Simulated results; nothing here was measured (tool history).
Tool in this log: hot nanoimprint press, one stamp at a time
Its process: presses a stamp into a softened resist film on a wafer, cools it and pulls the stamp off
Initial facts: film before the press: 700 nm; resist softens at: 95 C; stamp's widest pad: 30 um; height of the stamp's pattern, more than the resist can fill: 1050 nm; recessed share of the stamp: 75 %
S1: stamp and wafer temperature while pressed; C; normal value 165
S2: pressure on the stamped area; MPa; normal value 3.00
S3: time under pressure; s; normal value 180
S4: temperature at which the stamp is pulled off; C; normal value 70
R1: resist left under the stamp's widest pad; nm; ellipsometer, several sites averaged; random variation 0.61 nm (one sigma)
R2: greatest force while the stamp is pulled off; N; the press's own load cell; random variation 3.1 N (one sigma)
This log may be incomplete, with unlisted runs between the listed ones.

run	hour	S1	S2	S3	S4	R1	R2
1	0.0	165	3.00	180	70	406.6	242
2	57.4	165	3.00	180	70	406.9	256
3	138.7	165	3.00	191	70	398.3	263
4	179.0	165	3.00	180	70	405.8	265
5	237.8	165	3.00	180	63	405.7	309
6	301.8	165	3.00	180	63	405.5	302
7	351.6	165	3.00	180	63	404.9	304
8	409.1	165	2.69	105	63	488.8	315
9	473.6	165	3.93	105	56	421.2	353
10	536.8	165	3.93	105	56	421.5	349

Expected results for the next run?
# hour 565.0: stamp cleaned and given a new release coat
11	589.5	165	3.93	105	56	?	?

Run 11 produced R1 421.3 nm, R2 170 N.
Take away the tool's hidden state, keep the run-to-run variation as it was, and the same run would have given R1 424.3 nm, R2 168 N.

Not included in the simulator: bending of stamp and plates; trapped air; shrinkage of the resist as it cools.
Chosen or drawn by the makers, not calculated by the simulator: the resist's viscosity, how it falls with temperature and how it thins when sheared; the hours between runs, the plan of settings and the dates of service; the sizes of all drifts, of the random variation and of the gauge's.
